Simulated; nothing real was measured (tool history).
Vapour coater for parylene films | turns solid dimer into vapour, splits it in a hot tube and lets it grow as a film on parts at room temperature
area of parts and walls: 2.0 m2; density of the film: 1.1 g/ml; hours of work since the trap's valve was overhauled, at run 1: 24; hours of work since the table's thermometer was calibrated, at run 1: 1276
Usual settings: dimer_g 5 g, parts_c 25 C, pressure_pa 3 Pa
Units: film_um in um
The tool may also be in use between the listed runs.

run,day,dimer_g,parts_c,pressure_pa,hours of work since the trap's valve was overhauled,hours of work since the table's thermometer was calibrated,film_um
1,0,5,25,3,24,1276,1.82
2,0.962,5,25,3,45,1297,1.77
3,2.096,5,25,3,69,1321,1.74
4,3.688,5,25,3,103,1355,1.71
5,4.725,5,25,3,126,1377,1.71
6,6.375,5,25,3,161,1413,1.72
7,8.062,5,25,3,197,1449,1.73
8,9.15,5,25,3,220,1472,1.67
9,10.329,5,25,3,246,1497,1.71
10,11.962,5,25,3,281,1532,1.64
11,13.675,5,25,3,317,1569,1.67
12,14.412,5,25,7.36,333,1585,1.41
13,15.408,5,25,7.36,354,1606,1.43
14,16.154,5,25,7.36,370,1622,1.41
15,17.75,5,25,7.36,405,1656,1.39
# day 19.308: trap's valve overhauled
16,19.592,6,25,6.81,6,1692,1.86
17,20.567,6,25,6.81,27,1713,1.86
18,22.058,4,21,3.73,59,1745,1.61
19,23.129,4,21,3.73,82,1768,1.59
20,24.662,4,21,3.03,115,1801,1.62
# day 24.812: table's thermometer calibrated
21,25.692,4,21,3.03,136,19,1.54
22,27.362,4,21,3.03,172,55,1.51
# day 27.542: table's thermometer calibrated, once more
23,28.929,5,21,4.29,204,30,2.06
24,30.096,2,34,3,229,55,0.48
25,31.029,8,17,7.95,249,75,3.37
26,32.721,5,34,4.02,285,111,1.09
27,33.883,5,34,4.02,310,136,1.07
28,35.3,5,34,8.07,341,166,0.95
29,36.104,5,34,8.07,358,183,0.97

The same runs without the tool's hidden state, with the same run-to-run variation:
The hidden state here: vapour lost through the trap's worn valve, %; true temperature of the parts over the reading, C; drift of the gauge itself on film_um, %.
run,film_um
1,1.93
2,1.89
3,1.87
4,1.86
5,1.86
6,1.88
7,1.92
8,1.86
9,1.92
10,1.86
11,1.91
12,1.63
13,1.65
14,1.63
15,1.63
16,1.99
17,2.01
18,1.75
19,1.74
20,1.74
21,1.74
22,1.73
23,2.16
24,0.51
25,3.57
26,1.17
27,1.15
28,1.03
29,1.06
